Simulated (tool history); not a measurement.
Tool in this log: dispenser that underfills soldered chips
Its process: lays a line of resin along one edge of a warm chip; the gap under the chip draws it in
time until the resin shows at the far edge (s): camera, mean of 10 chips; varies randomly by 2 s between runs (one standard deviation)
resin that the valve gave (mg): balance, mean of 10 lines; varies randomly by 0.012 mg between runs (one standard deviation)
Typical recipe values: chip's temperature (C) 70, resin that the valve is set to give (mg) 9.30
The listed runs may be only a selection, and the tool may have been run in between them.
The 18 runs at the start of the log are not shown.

run	hour	chip's temperature (C)	resin that the valve is set to give (mg)	time until the resin shows at the far edge (s)	resin that the valve gave (mg)
19	80.6	78	10.27	161.0	10.20
20	85.1	78	10.27	207.4	10.20
# hour 85.9: new syringe of resin
21	91.0	65	10.27	334.4	10.18
# hour 94.2: new syringe of resin
22	95.4	77	10.38	149.3	10.31
23	99.5	77	10.38	182.5	10.29
# hour 102.6: new syringe of resin
24	104.5	76	11.39	161.7	11.26
25	109.6	61	10.56	444.1	10.41
# hour 111.2: new syringe of resin
26	115.9	60	9.30	416.0	9.18
# hour 119.5: new syringe of resin
27	121.2	60	9.30	349.6	9.18
28	124.7	60	9.30	418.5	9.15
# hour 128.1: new syringe of resin
29	129.0	60	9.30	326.9	9.18
30	135.2	72	9.80	260.8	9.63
# hour 136.6: new syringe of resin
31	140.5	80	10.41	151.5	10.21
32	144.2	80	10.41	190.0	10.22
# hour 145.1: new syringe of resin
# hour 146.4: dispensing valve cleaned and set on the balance
33	148.6	80	9.30	142.5	9.31
# hour 154.6: new syringe of resin
34	155.4	80	11.31	125.6	11.29
35	158.5	70	9.43	236.4	9.39

Here are 4 independent what-if runs from the current tool condition. What would each one return?
# hour 162.8: new syringe of resin
A	163.5	58	9.78	?	?
# hour 162.8: new syringe of resin
B	163.5	70	11.49	?	?
# hour 162.8: new syringe of resin
C	163.5	77	10.32	?	?
# hour 162.8: new syringe of resin
D	163.5	66	11.21	?	?

run	time until the resin shows at the far edge (s)	resin that the valve gave (mg)
A	362.3	9.72
B	198.8	11.45
C	144.6	10.32
D	241.5	11.18
Without the tool's hidden state the same runs would have given:
run	time until the resin shows at the far edge (s)	resin that the valve gave (mg)
A	359.0	9.76
B	196.6	11.50
C	142.7	10.36
D	238.9	11.23

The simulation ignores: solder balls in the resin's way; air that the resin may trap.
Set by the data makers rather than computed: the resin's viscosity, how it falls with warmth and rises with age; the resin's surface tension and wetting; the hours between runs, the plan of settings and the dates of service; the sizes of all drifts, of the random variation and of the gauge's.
